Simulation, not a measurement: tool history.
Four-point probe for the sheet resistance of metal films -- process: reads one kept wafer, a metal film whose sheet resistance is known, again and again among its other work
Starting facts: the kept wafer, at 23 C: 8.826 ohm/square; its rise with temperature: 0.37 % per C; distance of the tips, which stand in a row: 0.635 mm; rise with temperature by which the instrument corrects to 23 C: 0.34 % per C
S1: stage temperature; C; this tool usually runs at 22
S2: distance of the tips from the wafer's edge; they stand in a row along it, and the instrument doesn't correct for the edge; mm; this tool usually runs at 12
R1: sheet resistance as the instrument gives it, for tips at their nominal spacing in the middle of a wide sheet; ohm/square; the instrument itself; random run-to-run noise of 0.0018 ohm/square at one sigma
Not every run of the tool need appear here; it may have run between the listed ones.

run 1 day=0.000 | S1=22 S2=12 | R1=8.837882
run 2 day=3.042 | S1=20 S2=12 | R1=8.832288
run 3 day=4.938 | S1=30 S2=12 | R1=8.853058
run 4 day=6.558 | S1=30 S2=49 | R1=8.841310
run 5 day=8.225 | S1=21 S2=12 | R1=8.835844
-- day=10.408 stage's thermometer calibrated
run 6 day=11.717 | S1=21 S2=12 | R1=8.833049
run 7 day=15.238 | S1=22 S2=12 | R1=8.835264
run 8 day=18.221 | S1=22 S2=12 | R1=8.838472
run 9 day=20.638 | S1=22 S2=12 | R1=8.836660
run 10 day=23.188 | S1=22 S2=12 | R1=8.832814
run 11 day=26.608 | S1=22 S2=12 | R1=8.834632
run 12 day=29.833 | S1=22 S2=12 | R1=8.836672
run 13 day=33.521 | S1=22 S2=12 | R1=8.834970
run 14 day=36.275 | S1=26 S2=12 | R1=8.846245
-- day=38.279 new probe head fitted
run 15 day=39.425 | S1=26 S2=12 | R1=8.844638
run 16 day=41.683 | S1=34 S2=12 | R1=8.866800
run 17 day=44.396 | S1=35 S2=10 | R1=8.873579
run 18 day=47.575 | S1=35 S2=10 | R1=8.872823
run 19 day=49.521 | S1=24 S2=40 | R1=8.830941
run 20 day=52.712 | S1=22 S2=12 | R1=8.837202
run 21 day=54.462 | S1=33 S2=33 | R1=8.850424
run 22 day=56.104 | S1=31 S2=6 | R1=8.897331
run 23 day=58.621 | S1=25 S2=14 | R1=8.839610
run 24 day=60.704 | S1=31 S2=61 | R1=8.844482
run 25 day=63.150 | S1=19 S2=11 | R1=8.831694
run 26 day=65.558 | S1=33 S2=3 | R1=9.059200
run 27 day=68.083 | S1=33 S2=3 | R1=9.058434
run 28 day=71.512 | S1=22 S2=4 | R1=8.941732
run 29 day=73.929 | S1=22 S2=4 | R1=8.940908
run 30 day=76.004 | S1=23 S2=15 | R1=8.835052
run 31 day=78.588 | S1=19 S2=60 | R1=8.818539
run 32 day=80.283 | S1=19 S2=60 | R1=8.814048

3 options for the next run, each taken on its own from the tool as it stands now. Forecast them:
run A day=83.700 | S1=25 S2=5 | R1=?
run B day=83.700 | S1=24 S2=49 | R1=?
run C day=83.700 | S1=34 S2=24 | R1=?

run=A R1=8.903871
run=B R1=8.826708
run=C R1=8.851575
The same runs, with their run-to-run variation unchanged, on a tool lacking any hidden condition would have given:
run=A R1=8.904339
run=B R1=8.827172
run=C R1=8.852043
